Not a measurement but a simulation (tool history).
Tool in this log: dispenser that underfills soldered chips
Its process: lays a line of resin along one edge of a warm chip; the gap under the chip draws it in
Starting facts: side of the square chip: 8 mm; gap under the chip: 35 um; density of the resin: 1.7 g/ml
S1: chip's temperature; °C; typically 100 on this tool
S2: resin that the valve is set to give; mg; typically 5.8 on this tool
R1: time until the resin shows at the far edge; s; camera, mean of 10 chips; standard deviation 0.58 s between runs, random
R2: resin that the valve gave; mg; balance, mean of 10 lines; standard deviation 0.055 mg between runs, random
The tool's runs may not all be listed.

run 1 hour=0 | S1=100 S2=5.8 | R1=75.5 R2=5.67
-- hour=3.1 new syringe of resin
run 2 hour=3.6 | S1=100 S2=5.8 | R1=49.1 R2=5.73
run 3 hour=8.7 | S1=100 S2=5.68 | R1=58.6 R2=5.52
run 4 hour=11.1 | S1=103 S2=5.8 | R1=59.3 R2=5.6
run 5 hour=14.8 | S1=100 S2=5 | R1=76 R2=4.87
run 6 hour=18.2 | S1=100 S2=5 | R1=86.8 R2=4.84
-- hour=19 new syringe of resin
run 7 hour=23.6 | S1=100 S2=5 | R1=60.7 R2=4.8
run 8 hour=27.1 | S1=103 S2=5.8 | R1=60.9 R2=5.54
run 9 hour=30.6 | S1=100 S2=6.45 | R1=72.5 R2=6.22
-- hour=34.9 new syringe of resin
run 10 hour=35.9 | S1=100 S2=6.45 | R1=49.6 R2=6.25
run 11 hour=39.2 | S1=100 S2=6.45 | R1=55.6 R2=6.23
run 12 hour=42.3 | S1=113 S2=6.2 | R1=42 R2=6.01
run 13 hour=47.3 | S1=111 S2=5.42 | R1=53.3 R2=5.18
run 14 hour=50.2 | S1=106 S2=7.4 | R1=66.7 R2=7.16

Expected results for the next run?
-- hour=50.8 new syringe of resin
run 15 hour=55 | S1=107 S2=6.86 | R1=? R2=?

Run 15 produced R1 44.9 s, R2 6.6 mg.
On a tool with no hidden condition, and with the same random variation, this run would have come out at R1 40.4 s, R2 6.91 mg.

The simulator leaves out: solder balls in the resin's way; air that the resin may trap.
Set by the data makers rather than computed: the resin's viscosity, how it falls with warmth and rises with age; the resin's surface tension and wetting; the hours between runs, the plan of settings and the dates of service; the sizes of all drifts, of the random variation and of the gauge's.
